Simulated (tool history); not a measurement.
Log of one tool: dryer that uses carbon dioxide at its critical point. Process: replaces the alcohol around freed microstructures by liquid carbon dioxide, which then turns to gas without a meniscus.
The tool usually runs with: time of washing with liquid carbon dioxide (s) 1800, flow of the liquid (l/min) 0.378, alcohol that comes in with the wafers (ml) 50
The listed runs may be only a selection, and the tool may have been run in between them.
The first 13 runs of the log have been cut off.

run    hour  time of washing with liquid carbon dioxide (s)  flow of the liquid (l/min)  alcohol that comes in with the wafers (ml)  hours of work since the filter was changed  hours of work since the purifier's bed was changed  alcohol left in the vessel before it's heated (ppm by volume)
 14     324                                            1800                       0.378                                          50                                         194                                                 199                                                            551
 15   362.4                                            1800                       0.378                                          50                                         207                                                 213                                                            582
 16   384.1                                            1800                       0.378                                          24                                         215                                                 220                                                            291
 17   408.7                                            1800                       0.378                                          50                                         223                                                 229                                                            585
 18     448                                            1920                       0.378                                          50                                         237                                                 243                                                            470
 19   482.7                                            1920                       0.378                                          50                                         249                                                 255                                                            494
 20   517.5                                            1800                       0.471                                          52                                         261                                                 267                                                            265
 21   555.8                                            1800                       0.308                                          52                                         275                                                 280                                                           1386
 22   591.8                                            1800                       0.308                                          52                                         287                                                 293                                                           1405
 23   610.3                                            1380                       0.395                                          50                                         294                                                 299                                                           1401
 24   632.9                                            1200                       0.288                                          57                                         302                                                 307                                                           4606
 25     659                                            1320                       0.288                                         106                                         311                                                 316                                                           7295
 26   690.1                                            2820                       0.628                                          59                                         322                                                 327                                                             29
 27   714.1                                            2820                       0.628                                          59                                         330                                                 336                                                             21
 28   750.2                                            1740                       0.378                                          50                                         343                                                 348                                                            844
 29   783.8                                            1800                       0.378                                          32                                         355                                                 360                                                            512
 30   822.7                                            1800                       0.378                                          32                                         368                                                 374                                                            515
      830.8  -- inlet filter changed
 31   854.2                                            1920                       0.535                                         108                                           8                                                 385                                                            120
 32   876.2                                            2220                       0.331                                          50                                          16                                                 392                                                            318
 33   912.7                                            2460                       0.238                                          70                                          29                                                 405                                                           1083
 34     940                                            1260                       0.481                                          66                                          38                                                 415                                                            810
 35   973.9                                            1800                       0.311                                          39                                          50                                                 427                                                            729
 36   995.1                                            1800                       0.311                                          39                                          58                                                 434                                                            698
 37  1015.9                                            1380                       0.378                                          40                                          65                                                 441                                                            895

Forecast each of these 5 alternatives for the next run:
  A  1043                                            1980                       0.253                                          40                                          74                                                 451                                                              ?
  B  1043                                            1800                       0.317                                          23                                          74                                                 451                                                              ?
  C  1043                                            1920                       0.539                                          73                                          74                                                 451                                                              ?
  D  1043                                            1800                       0.417                                          48                                          74                                                 451                                                              ?
  E  1043                                            2460                        0.28                                          51                                          74                                                 451                                                              ?

run  alcohol left in the vessel before it's heated (ppm by volume)
  A                                                           1110
  B                                                            435
  C                                                             90
  D                                                            287
  E                                                            474
Stripped of hidden state, with their random variation kept, the same runs would have yielded:
run  alcohol left in the vessel before it's heated (ppm by volume)
  A                                                            977
  B                                                            362
  C                                                             52
  D                                                            223
  E                                                            389
